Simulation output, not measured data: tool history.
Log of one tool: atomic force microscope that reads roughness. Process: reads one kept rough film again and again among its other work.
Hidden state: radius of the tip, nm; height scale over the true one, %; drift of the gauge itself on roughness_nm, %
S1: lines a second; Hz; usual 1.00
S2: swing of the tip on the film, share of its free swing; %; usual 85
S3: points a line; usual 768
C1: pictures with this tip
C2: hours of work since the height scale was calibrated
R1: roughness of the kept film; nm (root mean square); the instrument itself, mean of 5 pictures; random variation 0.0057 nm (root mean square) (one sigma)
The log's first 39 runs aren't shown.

{"run": 40, "hour": 652.3, "S1": 1.0, "S2": 85, "S3": 597, "C1": 85, "C2": 14, "R1": 0.965}
{"run": 41, "hour": 672.3, "S1": 0.9, "S2": 69, "S3": 474, "C1": 104, "C2": 23, "R1": 1.04}
{"run": 42, "hour": 684.0, "S1": 0.9, "S2": 69, "S3": 474, "C1": 115, "C2": 27, "R1": 1.039}
{"run": 43, "hour": 702.8, "S1": 0.9, "S2": 69, "S3": 474, "C1": 133, "C2": 35, "R1": 1.032}
{"run": 44, "hour": 714.8, "S1": 2.31, "S2": 57, "S3": 768, "C1": 144, "C2": 40, "R1": 1.02}
{"run": 45, "hour": 737.1, "S1": 2.58, "S2": 87, "S3": 820, "C1": 165, "C2": 49, "R1": 0.757}
{"run": 46, "hour": 759.7, "S1": 1.0, "S2": 85, "S3": 292, "C1": 186, "C2": 58, "R1": 0.904}
{"run": 47, "hour": 782.5, "S1": 1.0, "S2": 78, "S3": 768, "C1": 208, "C2": 68, "R1": 0.968}
{"run": 48, "hour": 796.3, "S1": 2.46, "S2": 62, "S3": 458, "C1": 220, "C2": 73, "R1": 0.942}
{"run": 49, "hour": 808.5, "S1": 1.28, "S2": 56, "S3": 412, "C1": 232, "C2": 78, "R1": 1.004}
{"run": 50, "hour": 825.2, "S1": 1.56, "S2": 83, "S3": 768, "C1": 248, "C2": 85, "R1": 0.852}
{"run": 51, "hour": 843.4, "S1": 1.5, "S2": 89, "S3": 837, "C1": 265, "C2": 93, "R1": 0.802}
{"run": 52, "hour": 859.7, "S1": 1.5, "S2": 89, "S3": 837, "C1": 280, "C2": 99, "R1": 0.801}
{"run": 53, "hour": 882.5, "S1": 1.5, "S2": 89, "S3": 837, "C1": 301, "C2": 109, "R1": 0.803}

Forecast each of these 3 alternatives for the next run:
{"run": "A", "hour": 903.2, "S1": 1.83, "S2": 67, "S3": 837, "C1": 321, "C2": 117, "R1": "?"}
{"run": "B", "hour": 903.2, "S1": 1.99, "S2": 75, "S3": 768, "C1": 321, "C2": 117, "R1": "?"}
{"run": "C", "hour": 903.2, "S1": 2.26, "S2": 67, "S3": 657, "C1": 321, "C2": 117, "R1": "?"}

run=A R1=0.904
run=B R1=0.856
run=C R1=0.882
Without the tool's hidden state the same runs would have given:
run=A R1=1.048
run=B R1=0.992
run=C R1=1.022

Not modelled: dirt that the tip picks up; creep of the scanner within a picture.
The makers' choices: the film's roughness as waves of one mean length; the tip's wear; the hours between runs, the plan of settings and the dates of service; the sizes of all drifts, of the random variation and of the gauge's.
